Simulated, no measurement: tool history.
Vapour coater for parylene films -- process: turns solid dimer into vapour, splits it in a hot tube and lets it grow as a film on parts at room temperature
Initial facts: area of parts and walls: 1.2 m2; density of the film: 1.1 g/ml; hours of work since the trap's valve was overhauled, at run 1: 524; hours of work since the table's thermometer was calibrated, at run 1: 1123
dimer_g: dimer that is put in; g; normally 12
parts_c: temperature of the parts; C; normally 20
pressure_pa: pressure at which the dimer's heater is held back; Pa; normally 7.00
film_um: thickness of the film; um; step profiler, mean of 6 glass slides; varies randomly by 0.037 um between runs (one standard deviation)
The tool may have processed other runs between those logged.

| run | hour | dimer_g | parts_c | pressure_pa | hours of work since the trap's valve was overhauled | hours of work since the table's thermometer was calibrated | film_um |
|---|---|---|---|---|---|---|---|
| 1 | 0.0 | 12 | 20 | 7.00 | 524 | 1123 | 3.31 |
| 2 | 29.6 | 12 | 20 | 7.00 | 543 | 1142 | 3.29 |
| 3 | 62.7 | 12 | 20 | 7.00 | 564 | 1163 | 3.26 |
| 4 | 103.0 | 5 | 20 | 7.00 | 590 | 1189 | 1.34 |
| 5 | 145.0 | 5 | 20 | 7.00 | 617 | 1216 | 1.32 |
| 6 | 162.9 | 5 | 20 | 7.00 | 629 | 1227 | 1.36 |
| 7 | 200.0 | 12 | 20 | 7.00 | 653 | 1251 | 3.16 |
|  | 221.7 | trap's valve overhauled |
| 8 | 224.0 | 12 | 20 | 7.00 | 2 | 1264 | 3.67 |
| 9 | 249.0 | 6 | 19 | 2.43 | 18 | 1280 | 2.44 |
| 10 | 282.9 | 10 | 27 | 2.70 | 39 | 1302 | 2.76 |
| 11 | 313.0 | 10 | 28 | 2.17 | 59 | 1321 | 2.73 |
| 12 | 347.7 | 10 | 28 | 2.17 | 81 | 1343 | 2.72 |
| 13 | 382.3 | 6 | 20 | 5.20 | 103 | 1365 | 1.92 |
| 14 | 415.8 | 18 | 23 | 9.64 | 125 | 1387 | 4.35 |
| 15 | 438.1 | 14 | 14 | 4.58 | 139 | 1401 | 6.09 |
| 16 | 459.8 | 22 | 15 | 7.00 | 153 | 1415 | 8.25 |

Consider 3 possible next runs. They are alternatives, not a sequence: every one starts from the tool as it was left by run 16. What does each give?
|  | 480.1 | table's thermometer calibrated |
| A | 498.0 | 5 | 20 | 6.15 | 177 | 12 | ? |
|  | 480.1 | table's thermometer calibrated |
| B | 498.0 | 15 | 20 | 11.51 | 177 | 12 | ? |
|  | 480.1 | table's thermometer calibrated |
| C | 498.0 | 8 | 12 | 3.04 | 177 | 12 | ? |

| run | film_um |
|---|---|
| A | 1.61 |
| B | 4.23 |
| C | 4.41 |
Take away the tool's hidden state, keep each run's random variation, and the runs would have read:
| run | film_um |
|---|---|
| A | 1.68 |
| B | 4.42 |
| C | 4.61 |
